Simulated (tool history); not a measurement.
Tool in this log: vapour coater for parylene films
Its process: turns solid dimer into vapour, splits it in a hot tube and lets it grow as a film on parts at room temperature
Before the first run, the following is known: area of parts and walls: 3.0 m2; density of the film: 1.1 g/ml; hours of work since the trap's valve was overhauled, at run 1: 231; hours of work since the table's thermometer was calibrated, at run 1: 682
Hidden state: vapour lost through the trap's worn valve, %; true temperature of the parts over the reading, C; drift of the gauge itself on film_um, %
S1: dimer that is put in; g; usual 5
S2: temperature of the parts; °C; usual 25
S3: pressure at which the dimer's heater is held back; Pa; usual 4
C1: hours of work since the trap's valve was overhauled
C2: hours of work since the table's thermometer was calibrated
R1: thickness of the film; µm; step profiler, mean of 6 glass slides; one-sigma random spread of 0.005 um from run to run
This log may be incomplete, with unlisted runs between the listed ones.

{"run": 1, "hour": 0.0, "S1": 5, "S2": 25, "S3": 4, "C1": 231, "C2": 682, "R1": 0.902}
{"run": 2, "hour": 31.4, "S1": 5, "S2": 25, "S3": 4, "C1": 245, "C2": 696, "R1": 0.896}
{"run": 3, "hour": 66.4, "S1": 5, "S2": 17, "S3": 4, "C1": 261, "C2": 712, "R1": 1.107}
{"run": 4, "hour": 125.1, "S1": 5, "S2": 17, "S3": 4, "C1": 286, "C2": 737, "R1": 1.098}
{"hour": 194.9, "done": "trap's valve overhauled"}
{"run": 5, "hour": 195.5, "S1": 5, "S2": 25, "S3": 4, "C1": 0, "C2": 767, "R1": 0.921}
{"run": 6, "hour": 257.8, "S1": 5, "S2": 35, "S3": 4, "C1": 28, "C2": 794, "R1": 0.717}
{"run": 7, "hour": 304.3, "S1": 5, "S2": 25, "S3": 4, "C1": 48, "C2": 815, "R1": 0.923}
{"run": 8, "hour": 355.0, "S1": 5, "S2": 25, "S3": 4, "C1": 71, "C2": 837, "R1": 0.911}
{"run": 9, "hour": 409.4, "S1": 5, "S2": 21, "S3": 4, "C1": 95, "C2": 861, "R1": 1.013}
{"run": 10, "hour": 458.5, "S1": 5, "S2": 30, "S3": 4, "C1": 116, "C2": 883, "R1": 0.805}
{"run": 11, "hour": 491.9, "S1": 5, "S2": 25, "S3": 4, "C1": 131, "C2": 897, "R1": 0.919}
{"run": 12, "hour": 546.9, "S1": 5, "S2": 25, "S3": 4, "C1": 155, "C2": 922, "R1": 0.909}
{"run": 13, "hour": 600.4, "S1": 5, "S2": 25, "S3": 8.8, "C1": 179, "C2": 945, "R1": 0.771}
{"run": 14, "hour": 667.0, "S1": 5, "S2": 25, "S3": 8.8, "C1": 208, "C2": 974, "R1": 0.773}
{"run": 15, "hour": 729.7, "S1": 5, "S2": 25, "S3": 8.8, "C1": 236, "C2": 1002, "R1": 0.767}
{"run": 16, "hour": 778.4, "S1": 5, "S2": 25, "S3": 4, "C1": 257, "C2": 1024, "R1": 0.899}
{"run": 17, "hour": 844.2, "S1": 7, "S2": 25, "S3": 4, "C1": 286, "C2": 1053, "R1": 1.237}
{"run": 18, "hour": 897.7, "S1": 5, "S2": 17, "S3": 4, "C1": 310, "C2": 1076, "R1": 1.082}
{"hour": 913.1, "done": "trap's valve overhauled"}
{"run": 19, "hour": 953.1, "S1": 5, "S2": 17, "S3": 10.97, "C1": 18, "C2": 1099, "R1": 0.921}
{"run": 20, "hour": 993.5, "S1": 5, "S2": 17, "S3": 6.05, "C1": 35, "C2": 1117, "R1": 1.046}
{"hour": 999.7, "done": "table's thermometer calibrated"}
{"run": 21, "hour": 1026.7, "S1": 5, "S2": 17, "S3": 6.05, "C1": 50, "C2": 12, "R1": 1.024}
{"run": 22, "hour": 1087.6, "S1": 5, "S2": 25, "S3": 11.55, "C1": 76, "C2": 39, "R1": 0.729}
{"run": 23, "hour": 1133.5, "S1": 5, "S2": 25, "S3": 3.07, "C1": 97, "C2": 59, "R1": 0.955}
{"hour": 1140.0, "done": "table's thermometer calibrated, once more"}
{"run": 24, "hour": 1189.5, "S1": 5, "S2": 34, "S3": 3.31, "C1": 121, "C2": 22, "R1": 0.756}
{"run": 25, "hour": 1229.5, "S1": 5, "S2": 26, "S3": 11.96, "C1": 139, "C2": 39, "R1": 0.712}
{"run": 26, "hour": 1293.4, "S1": 5, "S2": 26, "S3": 11.96, "C1": 167, "C2": 68, "R1": 0.71}
{"run": 27, "hour": 1342.6, "S1": 5, "S2": 18, "S3": 3, "C1": 188, "C2": 89, "R1": 1.145}
{"run": 28, "hour": 1411.7, "S1": 3, "S2": 25, "S3": 8.04, "C1": 219, "C2": 120, "R1": 0.463}
{"run": 29, "hour": 1469.0, "S1": 2, "S2": 25, "S3": 2.39, "C1": 244, "C2": 145, "R1": 0.401}
{"run": 30, "hour": 1523.2, "S1": 5, "S2": 17, "S3": 4.74, "C1": 268, "C2": 169, "R1": 1.057}
{"run": 31, "hour": 1573.5, "S1": 2, "S2": 17, "S3": 7.02, "C1": 290, "C2": 191, "R1": 0.389}
{"run": 32, "hour": 1624.0, "S1": 2, "S2": 23, "S3": 9.38, "C1": 312, "C2": 213, "R1": 0.314}
{"hour": 1632.9, "done": "trap's valve overhauled"}
{"run": 33, "hour": 1679.9, "S1": 2, "S2": 23, "S3": 9.38, "C1": 21, "C2": 236, "R1": 0.328}
{"run": 34, "hour": 1746.5, "S1": 5, "S2": 37, "S3": 2.4, "C1": 50, "C2": 266, "R1": 0.748}
{"run": 35, "hour": 1775.9, "S1": 5, "S2": 37, "S3": 2.4, "C1": 63, "C2": 278, "R1": 0.75}
{"run": 36, "hour": 1837.4, "S1": 5, "S2": 25, "S3": 7.63, "C1": 90, "C2": 306, "R1": 0.806}
{"run": 37, "hour": 1904.8, "S1": 5, "S2": 25, "S3": 7.63, "C1": 120, "C2": 335, "R1": 0.799}
{"run": 38, "hour": 1963.9, "S1": 3, "S2": 25, "S3": 4.01, "C1": 146, "C2": 361, "R1": 0.549}
{"run": 39, "hour": 2003.3, "S1": 6, "S2": 24, "S3": 5.86, "C1": 163, "C2": 379, "R1": 1.031}
{"run": 40, "hour": 2046.8, "S1": 6, "S2": 24, "S3": 5.86, "C1": 182, "C2": 398, "R1": 1.039}
{"run": 41, "hour": 2081.7, "S1": 6, "S2": 27, "S3": 3.86, "C1": 198, "C2": 413, "R1": 1.037}
{"run": 42, "hour": 2141.3, "S1": 6, "S2": 27, "S3": 3.86, "C1": 224, "C2": 439, "R1": 1.037}
{"run": 43, "hour": 2207.8, "S1": 3, "S2": 17, "S3": 4, "C1": 253, "C2": 469, "R1": 0.664}

Here are 4 independent what-if runs from the current tool condition. What would each one return?
{"run": "A", "hour": 2254.7, "S1": 3, "S2": 28, "S3": 3.63, "C1": 274, "C2": 489, "R1": "?"}
{"run": "B", "hour": 2254.7, "S1": 3, "S2": 20, "S3": 7.9, "C1": 274, "C2": 489, "R1": "?"}
{"run": "C", "hour": 2254.7, "S1": 3, "S2": 32, "S3": 4, "C1": 274, "C2": 489, "R1": "?"}
{"run": "D", "hour": 2254.7, "S1": 5, "S2": 27, "S3": 4, "C1": 274, "C2": 489, "R1": "?"}

run=A R1=0.505
run=B R1=0.532
run=C R1=0.452
run=D R1=0.848
Without the tool's hidden state the same runs would have given:
run=A R1=0.53
run=B R1=0.559
run=C R1=0.474
run=D R1=0.89

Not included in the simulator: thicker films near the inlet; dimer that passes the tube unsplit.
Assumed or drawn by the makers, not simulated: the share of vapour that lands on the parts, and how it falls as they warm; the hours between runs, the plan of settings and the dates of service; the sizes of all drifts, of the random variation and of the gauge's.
